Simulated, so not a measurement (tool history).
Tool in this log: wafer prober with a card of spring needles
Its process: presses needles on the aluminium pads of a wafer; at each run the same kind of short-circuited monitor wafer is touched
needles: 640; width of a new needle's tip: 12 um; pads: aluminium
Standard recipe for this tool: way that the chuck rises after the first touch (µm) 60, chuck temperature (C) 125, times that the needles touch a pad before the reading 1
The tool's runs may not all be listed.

run,day,way that the chuck rises after the first touch (µm),chuck temperature (C),times that the needles touch a pad before the reading,resistance of one needle with its contact and lead (mohm),way that a needle slides on the pad (µm)
1,0.000,60,125,1,269,14.31
# day 0.429: tips cleaned on abrasive film
# day 0.871: height of the first contact set anew
# day 1.017: tips cleaned on abrasive film
# day 1.733: tips cleaned on abrasive film
# day 2.304: tips cleaned on abrasive film
2,2.342,60,125,1,241,14.25
# day 2.917: tips cleaned on abrasive film
# day 3.633: tips cleaned on abrasive film
# day 4.204: tips cleaned on abrasive film
# day 4.921: tips cleaned on abrasive film
# day 5.492: tips cleaned on abrasive film
3,5.758,60,67,1,275,14.21
# day 6.192: tips cleaned on abrasive film
# day 6.904: tips cleaned on abrasive film
# day 7.621: tips cleaned on abrasive film
# day 8.196: tips cleaned on abrasive film
# day 8.492: height of the first contact set anew
# day 8.921: tips cleaned on abrasive film
4,9.379,60,67,1,278,14.40
# day 9.525: tips cleaned on abrasive film
# day 10.100: tips cleaned on abrasive film
# day 10.817: tips cleaned on abrasive film
# day 11.388: tips cleaned on abrasive film
# day 12.104: tips cleaned on abrasive film
5,12.558,60,67,1,280,14.37
# day 12.704: tips cleaned on abrasive film
# day 13.204: card fitted with new needles
# day 13.775: tips cleaned on abrasive film
# day 14.492: tips cleaned on abrasive film
# day 15.208: tips cleaned on abrasive film
6,15.233,68,67,1,221,16.32
# day 15.808: tips cleaned on abrasive film
# day 16.379: tips cleaned on abrasive film
# day 17.096: tips cleaned on abrasive film
# day 17.812: tips cleaned on abrasive film
# day 18.525: tips cleaned on abrasive film
# day 19.100: tips cleaned on abrasive film
7,19.450,72,56,1,255,17.20
# day 19.742: tips cleaned on abrasive film
# day 20.454: tips cleaned on abrasive film
# day 20.896: height of the first contact set anew
# day 21.183: tips cleaned on abrasive film
# day 21.900: tips cleaned on abrasive film
# day 22.196: height of the first contact set anew, once more
# day 22.625: tips cleaned on abrasive film
# day 23.200: tips cleaned on abrasive film
8,23.462,64,81,2,236,15.36
# day 23.896: tips cleaned on abrasive film
# day 24.608: tips cleaned on abrasive film
# day 25.325: tips cleaned on abrasive film
# day 25.900: tips cleaned on abrasive film
# day 26.612: tips cleaned on abrasive film
9,27.121,64,81,2,243,15.30
# day 27.267: tips cleaned on abrasive film
# day 27.842: tips cleaned on abrasive film
# day 28.554: tips cleaned on abrasive film
# day 29.271: tips cleaned on abrasive film
# day 29.854: height of the first contact set anew
# day 30.000: tips cleaned on abrasive film
10,30.000,57,125,2,227,13.69
# day 30.583: tips cleaned on abrasive film
# day 31.300: tips cleaned on abrasive film
# day 31.871: tips cleaned on abrasive film
# day 32.588: tips cleaned on abrasive film
11,32.654,74,75,2,222,17.72

Consider 5 possible next runs. They are alternatives, not a sequence: every one starts from the tool as it was left by run 11. What does each give?
# day 33.229: tips cleaned on abrasive film
# day 33.942: tips cleaned on abrasive film
A,34.504,46,75,2,?,?
# day 33.229: tips cleaned on abrasive film
# day 33.942: tips cleaned on abrasive film
B,34.504,44,26,1,?,?
# day 33.229: tips cleaned on abrasive film
# day 33.942: tips cleaned on abrasive film
C,34.504,56,67,3,?,?
# day 33.229: tips cleaned on abrasive film
# day 33.942: tips cleaned on abrasive film
D,34.504,51,39,1,?,?
# day 33.229: tips cleaned on abrasive film
# day 33.942: tips cleaned on abrasive film
E,34.504,60,52,1,?,?

run,resistance of one needle with its contact and lead (mohm),way that a needle slides on the pad (µm)
A,258,10.98
B,286,10.50
C,232,13.39
D,267,12.19
E,256,14.32
With the hidden condition removed and each run's random variation left untouched, the same runs would have given:
run,resistance of one needle with its contact and lead (mohm),way that a needle slides on the pad (µm)
A,214,11.06
B,201,10.57
C,212,13.47
D,201,12.26
E,204,14.40
